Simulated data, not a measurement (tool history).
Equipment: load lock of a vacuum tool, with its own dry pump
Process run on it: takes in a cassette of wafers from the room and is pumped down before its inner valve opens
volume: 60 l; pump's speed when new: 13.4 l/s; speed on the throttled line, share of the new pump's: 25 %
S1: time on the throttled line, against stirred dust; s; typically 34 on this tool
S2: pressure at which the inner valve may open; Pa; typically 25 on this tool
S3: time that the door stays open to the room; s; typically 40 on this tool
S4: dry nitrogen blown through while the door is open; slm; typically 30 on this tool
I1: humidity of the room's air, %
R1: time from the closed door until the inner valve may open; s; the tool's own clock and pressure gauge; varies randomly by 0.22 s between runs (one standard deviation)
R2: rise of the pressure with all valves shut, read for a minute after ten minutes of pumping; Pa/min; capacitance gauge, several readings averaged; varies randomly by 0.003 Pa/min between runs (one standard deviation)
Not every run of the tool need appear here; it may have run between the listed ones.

run 1 day=0 | S1=34 S2=25 S3=40 S4=30 | I1=46 | R1=63.9 R2=0.049
run 2 day=5.408 | S1=34 S2=25 S3=117 S4=30 | I1=45.6 | R1=64 R2=0.078
run 3 day=8.754 | S1=34 S2=25 S3=117 S4=30 | I1=45.2 | R1=64.6 R2=0.074
run 4 day=11.508 | S1=57 S2=25 S3=40 S4=30 | I1=44.4 | R1=81.2 R2=0.066
run 5 day=15.179 | S1=57 S2=25 S3=40 S4=30 | I1=43.9 | R1=81.4 R2=0.062
run 6 day=18.129 | S1=57 S2=25 S3=40 S4=30 | I1=47.4 | R1=80.9 R2=0.062
run 7 day=21.179 | S1=57 S2=25 S3=40 S4=30 | I1=47.5 | R1=81.3 R2=0.079
run 8 day=24.171 | S1=34 S2=25 S3=40 S4=30 | I1=46.8 | R1=64 R2=0.071
run 9 day=28.404 | S1=34 S2=25 S3=40 S4=30 | I1=43.7 | R1=64.5 R2=0.076
run 10 day=34 | S1=34 S2=25 S3=40 S4=30 | I1=46.8 | R1=64.6 R2=0.086
run 11 day=37.988 | S1=34 S2=27 S3=40 S4=30 | I1=46.8 | R1=64.3 R2=0.089
run 12 day=42.162 | S1=34 S2=34 S3=40 S4=30 | I1=42.5 | R1=63.1 R2=0.092
run 13 day=46.883 | S1=34 S2=19 S3=40 S4=7 | I1=43.6 | R1=65.9 R2=0.11
run 14 day=52.012 | S1=34 S2=25 S3=40 S4=9 | I1=46.6 | R1=64.7 R2=0.113
run 15 day=54.762 | S1=34 S2=25 S3=40 S4=9 | I1=47.8 | R1=64.9 R2=0.119
run 16 day=59.979 | S1=64 S2=28 S3=85 S4=37 | I1=45.6 | R1=86.5 R2=0.105
run 17 day=63.521 | S1=32 S2=35 S3=85 S4=37 | I1=45.4 | R1=61.5 R2=0.113
run 18 day=67.408 | S1=32 S2=35 S3=85 S4=37 | I1=44.8 | R1=61.3 R2=0.121
run 19 day=72.067 | S1=32 S2=35 S3=85 S4=37 | I1=42.4 | R1=61.7 R2=0.119
run 20 day=75.338 | S1=32 S2=35 S3=85 S4=37 | I1=45 | R1=61.7 R2=0.121

Alternative continuations, all from the tool just after run 20; predict every row:
run A day=78.633 | S1=32 S2=35 S3=168 S4=37 | I1=43.1 | R1=? R2=?
run B day=78.633 | S1=34 S2=24 S3=217 S4=6 | I1=42.8 | R1=? R2=?
run C day=78.633 | S1=32 S2=46 S3=85 S4=37 | I1=45.7 | R1=? R2=?
run D day=78.633 | S1=32 S2=35 S3=225 S4=17 | I1=44.2 | R1=? R2=?

run=A R1=62.1 R2=0.136
run=B R1=65.4 R2=0.2
run=C R1=60.7 R2=0.133
run=D R1=61.8 R2=0.162
Had the tool no hidden state, the same runs would have come out as:
run=A R1=59.9 R2=0.029
run=B R1=63 R2=0.093
run=C R1=58.5 R2=0.024
run=D R1=59.6 R2=0.056
